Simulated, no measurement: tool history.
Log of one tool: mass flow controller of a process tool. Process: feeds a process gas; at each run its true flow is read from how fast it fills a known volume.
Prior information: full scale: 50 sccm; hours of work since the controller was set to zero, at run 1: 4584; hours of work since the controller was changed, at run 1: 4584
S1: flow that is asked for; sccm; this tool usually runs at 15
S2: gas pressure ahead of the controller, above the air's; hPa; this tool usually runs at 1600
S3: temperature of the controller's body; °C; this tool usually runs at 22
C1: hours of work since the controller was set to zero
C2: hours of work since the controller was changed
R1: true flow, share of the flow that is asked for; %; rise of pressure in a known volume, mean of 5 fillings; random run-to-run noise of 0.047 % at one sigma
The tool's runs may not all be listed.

run     hour  S1    S2  S3    C1    C2      R1
  1        0  15  1600  22  4584  4584   96.76
  2    256.7  15  1600  22  4703  4703   96.79
  3    768.8  15  1600  22  4938  4938   96.76
  4   1279.2  15  1600  22  5173  5173   96.67
  5   1768.8  15  1600  22  5399  5399   96.64
  6   2098.2  15  1600  22  5551  5551   96.64
  7   2673.1  15  1600  22  5815  5815   96.66
  8   2998.7  15  1600  22  5965  5965   96.64
      3050.9  -- controller's zero set anew
  9   3414.8  15  1600  22   168  6157   94.95
 10   3913.2  15  1600  22   397  6386   95.03
 11     4161  15  1600  22   511  6500   95.05
 12   4450.6  15  1600  22   645  6634   94.92
 13   5035.9  15  1600  22   914  6903   94.93
 14   5442.6  15  2730  22  1101  7091   94.39
 15   5920.4  15  2730  22  1321  7311   94.36
      6170.5  -- controller's zero set anew, once more
 16   6170.5  15  1430  22     0  7425   100.1
 17   6613.5  46  1660  20   204  7630  101.99
 18   6898.7  23  1730  27   335  7761  100.76
 19   7383.3  28  1600  37   559  7984  101.41
 20   7969.7  15  1600  24   829  8254  100.01
 21   8315.8  13  1600  25   988  8413   99.72
 22   8565.9  15  1840  33  1103  8529  100.15
 23   9062.4  15  2400  32  1332  8757   99.76
 24   9465.8  15  2400  32  1518  8943   99.79
 25   9970.1  11  2140  32  1750  9175   99.38
 26  10390.6  11  2140  32  1943  9369   99.31
 27  10823.5  11  2140  32  2143  9568   99.22
 28  11188.9   7  2070  22  2311  9737   97.77

Hidden condition of the tool, last listed run before each entry between runs versus first listed run after:
After run 8, before run 9: controller's zero set anew (hour 3050.9)
  flow at rest that the sensor doesn't see, % of full scale: -0.905 -> -1.391; true flow over the shown one, %: 1.78 -> 1.84
  measured value less the no-hidden-state value, R1: -1.24 -> -2.8 %
After run 15, before run 16: controller's zero set anew, once more (hour 6170.5)
  flow at rest that the sensor doesn't see, % of full scale: -1.554 -> -0.003; true flow over the shown one, %: 2.19 -> 2.23
  measured value less the no-hidden-state value, R1: -2.99 -> +2.22 %
